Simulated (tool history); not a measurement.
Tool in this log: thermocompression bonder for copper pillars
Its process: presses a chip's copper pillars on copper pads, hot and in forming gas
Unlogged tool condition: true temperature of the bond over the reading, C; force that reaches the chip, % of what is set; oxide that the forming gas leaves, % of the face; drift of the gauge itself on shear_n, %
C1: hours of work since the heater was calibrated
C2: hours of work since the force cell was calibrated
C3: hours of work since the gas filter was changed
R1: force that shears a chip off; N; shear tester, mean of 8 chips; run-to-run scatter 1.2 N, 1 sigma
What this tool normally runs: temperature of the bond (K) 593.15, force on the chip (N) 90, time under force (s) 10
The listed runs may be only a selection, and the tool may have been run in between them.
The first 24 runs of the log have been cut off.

Run 25, hour 1406.7: usual settings but force on the chip (N) 80, time under force (s) 15; C1 963; C2 667; C3 461. Result: R1 91.7 N.
Run 26, hour 1443.6: usual settings but temperature of the bond (K) 597.15, force on the chip (N) 99, time under force (s) 15; C1 980; C2 683; C3 477. Result: R1 108.9 N.
At hour 1451.7: heater calibrated with a thermocouple chip.
At hour 1470.4: forming gas filter changed.
Run 27, hour 1498.0: usual settings but temperature of the bond (K) 608.15, time under force (s) 16; C1 21; C2 707; C3 12. Result: R1 128.2 N.
Run 28, hour 1566.9: usual settings but temperature of the bond (K) 608.15, time under force (s) 16; C1 52; C2 738; C3 44. Result: R1 128.3 N.
Run 29, hour 1619.0: usual settings but temperature of the bond (K) 608.15, force on the chip (N) 85, time under force (s) 16; C1 75; C2 761; C3 67. Result: R1 126.4 N.
Run 30, hour 1689.7: usual settings but temperature of the bond (K) 608.15, force on the chip (N) 85, time under force (s) 16; C1 107; C2 793; C3 99. Result: R1 123.6 N.
Run 31, hour 1755.9: usual settings but force on the chip (N) 109; C1 137; C2 823; C3 129. Result: R1 112.9 N.
Run 32, hour 1799.7: usual settings but force on the chip (N) 107, time under force (s) 6; C1 157; C2 843; C3 149. Result: R1 98.2 N.
Run 33, hour 1862.8: usual settings but force on the chip (N) 99; C1 186; C2 872; C3 177. Result: R1 106.2 N.
Run 34, hour 1937.4: usual settings but force on the chip (N) 96, time under force (s) 25; C1 219; C2 905; C3 211. Result: R1 124.8 N.
Run 35, hour 1990.8: usual settings but temperature of the bond (K) 585.15, force on the chip (N) 96, time under force (s) 8; C1 243; C2 929; C3 235. Result: R1 90.1 N.
Run 36, hour 2037.8: usual settings but temperature of the bond (K) 585.15, force on the chip (N) 96, time under force (s) 8; C1 265; C2 951; C3 256. Result: R1 90.6 N.
Run 37, hour 2085.8: usual settings but temperature of the bond (K) 600.15, force on the chip (N) 65, time under force (s) 5; C1 286; C2 972; C3 278. Result: R1 69.0 N.

Branching from run 37: 5 alternative next runs. What would each branch give?
Run A, hour 2152.8: usual settings but temperature of the bond (K) 600.15, force on the chip (N) 62, time under force (s) 29; C1 317; C2 1003; C3 308. Result: R1 ?.
Run B, hour 2152.8: usual settings but temperature of the bond (K) 621.15; C1 317; C2 1003; C3 308. Result: R1 ?.
Run C, hour 2152.8: usual settings but temperature of the bond (K) 600.15, force on the chip (N) 127, time under force (s) 20; C1 317; C2 1003; C3 308. Result: R1 ?.
Run D, hour 2152.8: usual settings but temperature of the bond (K) 576.15, force on the chip (N) 62, time under force (s) 27; C1 317; C2 1003; C3 308. Result: R1 ?.
Run E, hour 2152.8: usual settings but temperature of the bond (K) 612.15; C1 317; C2 1003; C3 308. Result: R1 ?.

run     R1
  A  108.6
  B  119.6
  C  130.5
  D   84.9
  E  111.9
What these runs would have given with no unlogged condition in the tool:
run     R1
  A  120.1
  B  130.5
  C  140.0
  D   96.2
  E  123.2

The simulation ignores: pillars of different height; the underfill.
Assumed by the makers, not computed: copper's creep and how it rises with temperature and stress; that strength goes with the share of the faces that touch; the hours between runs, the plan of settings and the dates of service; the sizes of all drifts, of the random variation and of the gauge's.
